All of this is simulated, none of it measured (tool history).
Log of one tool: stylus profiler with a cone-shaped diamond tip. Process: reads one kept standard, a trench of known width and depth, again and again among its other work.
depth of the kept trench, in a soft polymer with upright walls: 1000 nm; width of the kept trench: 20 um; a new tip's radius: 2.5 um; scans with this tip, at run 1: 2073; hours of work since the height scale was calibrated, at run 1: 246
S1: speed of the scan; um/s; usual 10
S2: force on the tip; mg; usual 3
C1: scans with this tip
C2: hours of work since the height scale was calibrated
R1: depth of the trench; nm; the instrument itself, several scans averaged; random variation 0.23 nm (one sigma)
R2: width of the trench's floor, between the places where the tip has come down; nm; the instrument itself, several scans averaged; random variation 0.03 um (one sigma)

| run | hour | S1 | S2 | C1 | C2 | R1 | R2 |
|---|---|---|---|---|---|---|---|
| 1 | 0 | 10 | 3 | 2073 | 246 | 1015.41 | 15840 |
| 2 | 15 | 10 | 3 | 2151 | 255 | 1015.38 | 15720 |
| 3 | 25.7 | 3 | 3 | 2207 | 262 | 1015.57 | 15760 |
| 4 | 38.4 | 10 | 3 | 2273 | 270 | 1015.57 | 15720 |
| 5 | 59.9 | 10 | 3 | 2384 | 283 | 1015.4 | 15780 |
| 6 | 78.2 | 8 | 3 | 2480 | 294 | 1014.82 | 15740 |
| 7 | 95.8 | 8 | 1.78 | 2571 | 305 | 1010.31 | 15720 |
| 8 | 105.8 | 8 | 1.78 | 2623 | 311 | 1010.59 | 15670 |
| 9 | 116.9 | 8 | 1.78 | 2681 | 318 | 1010.3 | 15700 |
| 10 | 132.4 | 8 | 1.78 | 2761 | 328 | 1009.84 | 15730 |
| 11 | 142.8 | 8 | 1.78 | 2816 | 334 | 1010.02 | 15650 |
| 12 | 153.9 | 12 | 3 | 2874 | 341 | 1015.15 | 15730 |
| 13 | 173.7 | 8 | 3 | 2976 | 353 | 1014.83 | 15670 |
| 14 | 197.4 | 8 | 3 | 3100 | 368 | 1014.85 | 15630 |
| 15 | 207.7 | 8 | 3 | 3153 | 374 | 1014.92 | 15720 |
| 16 | 224.9 | 10 | 3 | 3243 | 385 | 1014.76 | 15630 |
|  | 226.4 | height scale calibrated on a step standard |
| 17 | 246.4 | 10 | 3 | 3352 | 12 | 1014.35 | 15630 |
| 18 | 263 | 10 | 3 | 3438 | 23 | 1014.34 | 15600 |
| 19 | 276.9 | 10 | 1.38 | 3510 | 31 | 1007.29 | 15580 |
| 20 | 292.7 | 10 | 1.38 | 3593 | 41 | 1007.11 | 15560 |
| 21 | 307.5 | 10 | 1.38 | 3670 | 50 | 1007.42 | 15640 |
|  | 316.9 | height scale calibrated on a step standard, once more |
| 22 | 331.5 | 10 | 1.38 | 3792 | 9 | 1009.28 | 15580 |
| 23 | 348.2 | 10 | 1.38 | 3879 | 19 | 1009.37 | 15530 |
| 24 | 370.6 | 19 | 6.52 | 3995 | 33 | 1027.77 | 15580 |
| 25 | 391.9 | 10 | 1.4 | 4106 | 46 | 1009.4 | 15550 |
| 26 | 413.3 | 10 | 1.59 | 4217 | 59 | 1010 | 15520 |
| 27 | 429 | 10 | 2.99 | 4299 | 69 | 1016.22 | 15590 |
| 28 | 443.7 | 3 | 5.4 | 4375 | 78 | 1023.69 | 15550 |
| 29 | 457.6 | 11 | 5.4 | 4448 | 87 | 1024.44 | 15530 |
| 30 | 476.5 | 4 | 3.21 | 4546 | 99 | 1017.18 | 15510 |
| 31 | 498.7 | 5 | 3 | 4661 | 112 | 1015.92 | 15510 |
| 32 | 509.6 | 5 | 2.08 | 4718 | 119 | 1012.17 | 15520 |
| 33 | 525.6 | 11 | 1.13 | 4801 | 129 | 1007.93 | 15440 |
| 34 | 546.3 | 7 | 5.03 | 4909 | 142 | 1022.53 | 15460 |
| 35 | 556 | 4 | 2.83 | 4959 | 148 | 1014.89 | 15520 |
| 36 | 568 | 28 | 6.75 | 5022 | 155 | 1027.55 | 15490 |
| 37 | 586.6 | 3 | 4.05 | 5119 | 166 | 1019 | 15470 |
| 38 | 598.9 | 22 | 4.56 | 5183 | 174 | 1020.97 | 15500 |
| 39 | 616.9 | 6 | 1.45 | 5276 | 185 | 1008.96 | 15480 |
| 40 | 632.4 | 25 | 3 | 5357 | 195 | 1015.16 | 15420 |
| 41 | 643.5 | 2 | 5.81 | 5415 | 202 | 1025 | 15480 |
| 42 | 656.2 | 2 | 5.81 | 5481 | 209 | 1025.27 | 15550 |
| 43 | 674.2 | 6 | 1.3 | 5574 | 221 | 1008.43 | 15360 |
| 44 | 697.7 | 6 | 1.3 | 5696 | 235 | 1008.17 | 15430 |
| 45 | 713.9 | 24 | 3 | 5780 | 245 | 1015.49 | 15360 |
| 46 | 729.8 | 3 | 8.75 | 5863 | 255 | 1032.35 | 15370 |

Hidden state or all else? Some run-to-run changes of R1, split into what the settings, what came in and random variation would give without the hidden state, and what is left for the hidden state (with any gauge scatter that isn't in both results):
The hidden state here: radius of the tip, um; height scale over the true one, %; drift of the gauge itself on depth_nm, %; drift of the gauge itself on floor_um, %.
Run 16 -> 17: height scale calibrated on a step standard. R1 -0.41 nm: hidden state -0.64, all else +0.23.
Run 21 -> 22: height scale calibrated on a step standard, once more. R1 +1.86 nm: hidden state +2.21, all else -0.35.
Run 23 -> 24: S1 10 -> 19, S2 1.38 -> 6.52. R1 +18.4 nm: hidden state -0.07, all else +18.47.
Run 24 -> 25: S1 19 -> 10, S2 6.52 -> 1.4. R1 -18.37 nm: hidden state -0.05, all else -18.32.
Run 45 -> 46: S1 24 -> 3, S2 3 -> 8.75. R1 +16.86 nm: hidden state -0.08, all else +16.94.

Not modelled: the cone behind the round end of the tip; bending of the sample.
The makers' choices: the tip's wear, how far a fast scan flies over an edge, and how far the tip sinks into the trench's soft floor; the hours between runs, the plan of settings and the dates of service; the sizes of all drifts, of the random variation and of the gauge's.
